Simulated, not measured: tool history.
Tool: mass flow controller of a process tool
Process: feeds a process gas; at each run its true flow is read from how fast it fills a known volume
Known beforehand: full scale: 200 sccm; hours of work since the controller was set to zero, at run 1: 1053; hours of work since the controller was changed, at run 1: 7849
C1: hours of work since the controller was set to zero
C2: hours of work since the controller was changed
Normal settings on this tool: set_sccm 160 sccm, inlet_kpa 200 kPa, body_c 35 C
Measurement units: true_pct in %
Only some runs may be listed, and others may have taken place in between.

Run 1, day 0.000: usual settings; C1 1053; C2 7849. Result: true_pct 101.88 %.
Run 2, day 10.550: usual settings; C1 1162; C2 7959. Result: true_pct 101.85 %.
Run 3, day 29.267: usual settings but body_c 25 C; C1 1356; C2 8152. Result: true_pct 103.13 %.
Run 4, day 48.400: usual settings; C1 1554; C2 8350. Result: true_pct 102.09 %.
Run 5, day 59.888: usual settings; C1 1672; C2 8469. Result: true_pct 102.30 %.
Run 6, day 72.721: usual settings; C1 1805; C2 8601. Result: true_pct 102.20 %.
At day 78.942: controller exchanged for a calibrated one.
Run 7, day 90.371: usual settings but inlet_kpa 218 kPa; C1 118; C2 118. Result: true_pct 98.84 %.
Run 8, day 102.296: usual settings; C1 241; C2 241. Result: true_pct 98.98 %.
Run 9, day 123.042: usual settings but inlet_kpa 232 kPa, body_c 39 C; C1 456; C2 456. Result: true_pct 98.57 %.
Run 10, day 134.458: usual settings but set_sccm 23 sccm, inlet_kpa 232 kPa, body_c 29 C; C1 574; C2 574. Result: true_pct 100.48 %.
Run 11, day 152.654: usual settings but inlet_kpa 163 kPa, body_c 22 C; C1 762; C2 762. Result: true_pct 100.81 %.
Run 12, day 168.262: usual settings but inlet_kpa 163 kPa, body_c 22 C; C1 924; C2 924. Result: true_pct 100.99 %.
Run 13, day 177.671: usual settings but inlet_kpa 163 kPa, body_c 22 C; C1 1021; C2 1021. Result: true_pct 101.09 %.
Run 14, day 198.700: usual settings but set_sccm 186 sccm, inlet_kpa 236 kPa; C1 1238; C2 1238. Result: true_pct 99.48 %.
Run 15, day 219.529: usual settings but set_sccm 83 sccm, inlet_kpa 148 kPa; C1 1454; C2 1454. Result: true_pct 100.03 %.

How would selected steps in true_pct from run to run divide? Give the signed amount a tool lacking its hidden state would still show from settings, what came in and random variation, and the signed amount left for the hidden state, including any gauge scatter that is not in both of the compared results.
The tool's hidden condition here consists of: flow at rest that the sensor doesn't see, % of full scale; true flow over the shown one, %; drift of the gauge itself on true_pct, %.
Run 6 -> 7: inlet_kpa 200 -> 218, controller exchanged for a calibrated one. true_pct -3.36 %: hidden state -3.30, all else -0.06.
